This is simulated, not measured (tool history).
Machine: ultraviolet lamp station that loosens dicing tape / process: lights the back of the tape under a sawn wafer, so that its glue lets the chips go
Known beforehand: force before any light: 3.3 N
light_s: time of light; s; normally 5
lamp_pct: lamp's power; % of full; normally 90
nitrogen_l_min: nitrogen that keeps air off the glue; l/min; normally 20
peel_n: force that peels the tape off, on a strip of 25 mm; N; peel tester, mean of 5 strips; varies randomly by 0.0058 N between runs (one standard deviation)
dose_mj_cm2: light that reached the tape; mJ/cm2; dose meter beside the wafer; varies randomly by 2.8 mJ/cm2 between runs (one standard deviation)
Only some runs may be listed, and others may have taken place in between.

{"run": 1, "day": 0.0, "light_s": 5, "lamp_pct": 90, "nitrogen_l_min": 20, "peel_n": 0.131, "dose_mj_cm2": 402}
{"run": 2, "day": 1.092, "light_s": 5, "lamp_pct": 90, "nitrogen_l_min": 20, "peel_n": 0.142, "dose_mj_cm2": 404}
{"run": 3, "day": 2.508, "light_s": 5, "lamp_pct": 90, "nitrogen_l_min": 20, "peel_n": 0.143, "dose_mj_cm2": 401}
{"run": 4, "day": 4.871, "light_s": 7, "lamp_pct": 90, "nitrogen_l_min": 20, "peel_n": 0.126, "dose_mj_cm2": 567}
{"run": 5, "day": 7.146, "light_s": 7, "lamp_pct": 90, "nitrogen_l_min": 20, "peel_n": 0.131, "dose_mj_cm2": 567}
{"run": 6, "day": 8.538, "light_s": 5, "lamp_pct": 90, "nitrogen_l_min": 29, "peel_n": 0.135, "dose_mj_cm2": 397}
{"run": 7, "day": 10.067, "light_s": 5, "lamp_pct": 90, "nitrogen_l_min": 29, "peel_n": 0.129, "dose_mj_cm2": 403}
{"run": 8, "day": 12.154, "light_s": 5, "lamp_pct": 90, "nitrogen_l_min": 20, "peel_n": 0.145, "dose_mj_cm2": 404}
{"run": 9, "day": 13.642, "light_s": 5, "lamp_pct": 90, "nitrogen_l_min": 20, "peel_n": 0.143, "dose_mj_cm2": 399}
{"run": 10, "day": 14.996, "light_s": 5, "lamp_pct": 90, "nitrogen_l_min": 20, "peel_n": 0.146, "dose_mj_cm2": 400}
{"run": 11, "day": 16.012, "light_s": 5, "lamp_pct": 90, "nitrogen_l_min": 20, "peel_n": 0.142, "dose_mj_cm2": 404}
{"run": 12, "day": 17.917, "light_s": 5, "lamp_pct": 90, "nitrogen_l_min": 9, "peel_n": 0.218, "dose_mj_cm2": 404}
{"run": 13, "day": 20.133, "light_s": 2, "lamp_pct": 64, "nitrogen_l_min": 22, "peel_n": 0.893, "dose_mj_cm2": 113}
{"run": 14, "day": 21.712, "light_s": 2, "lamp_pct": 64, "nitrogen_l_min": 22, "peel_n": 0.934, "dose_mj_cm2": 117}
{"run": 15, "day": 23.346, "light_s": 5, "lamp_pct": 84, "nitrogen_l_min": 20, "peel_n": 0.154, "dose_mj_cm2": 375}
{"run": 16, "day": 24.933, "light_s": 2, "lamp_pct": 74, "nitrogen_l_min": 28, "peel_n": 0.666, "dose_mj_cm2": 134}
{"run": 17, "day": 26.125, "light_s": 2, "lamp_pct": 74, "nitrogen_l_min": 28, "peel_n": 0.66, "dose_mj_cm2": 133}
{"run": 18, "day": 27.95, "light_s": 2, "lamp_pct": 98, "nitrogen_l_min": 11, "peel_n": 0.708, "dose_mj_cm2": 174}
{"run": 19, "day": 29.588, "light_s": 4, "lamp_pct": 79, "nitrogen_l_min": 6, "peel_n": 0.477, "dose_mj_cm2": 285}
{"run": 20, "day": 30.883, "light_s": 3, "lamp_pct": 62, "nitrogen_l_min": 39, "peel_n": 0.391, "dose_mj_cm2": 165}
{"run": 21, "day": 31.996, "light_s": 6, "lamp_pct": 62, "nitrogen_l_min": 13, "peel_n": 0.225, "dose_mj_cm2": 327}
{"run": 22, "day": 34.167, "light_s": 6, "lamp_pct": 74, "nitrogen_l_min": 12, "peel_n": 0.182, "dose_mj_cm2": 398}
{"run": 23, "day": 36.129, "light_s": 6, "lamp_pct": 74, "nitrogen_l_min": 12, "peel_n": 0.184, "dose_mj_cm2": 401}
{"run": 24, "day": 37.567, "light_s": 2, "lamp_pct": 90, "nitrogen_l_min": 7, "peel_n": 0.998, "dose_mj_cm2": 161}

Put back what was entered between runs (1 entry, withheld): which listed runs does each sit between, and how does the hidden state differ from the listed run before to the listed run after?
Logged between run 7 and run 8: window cleaned of glue's vapour (day 11.121)
  light that the window lets through, % of a clean one's: 99.9 -> 100
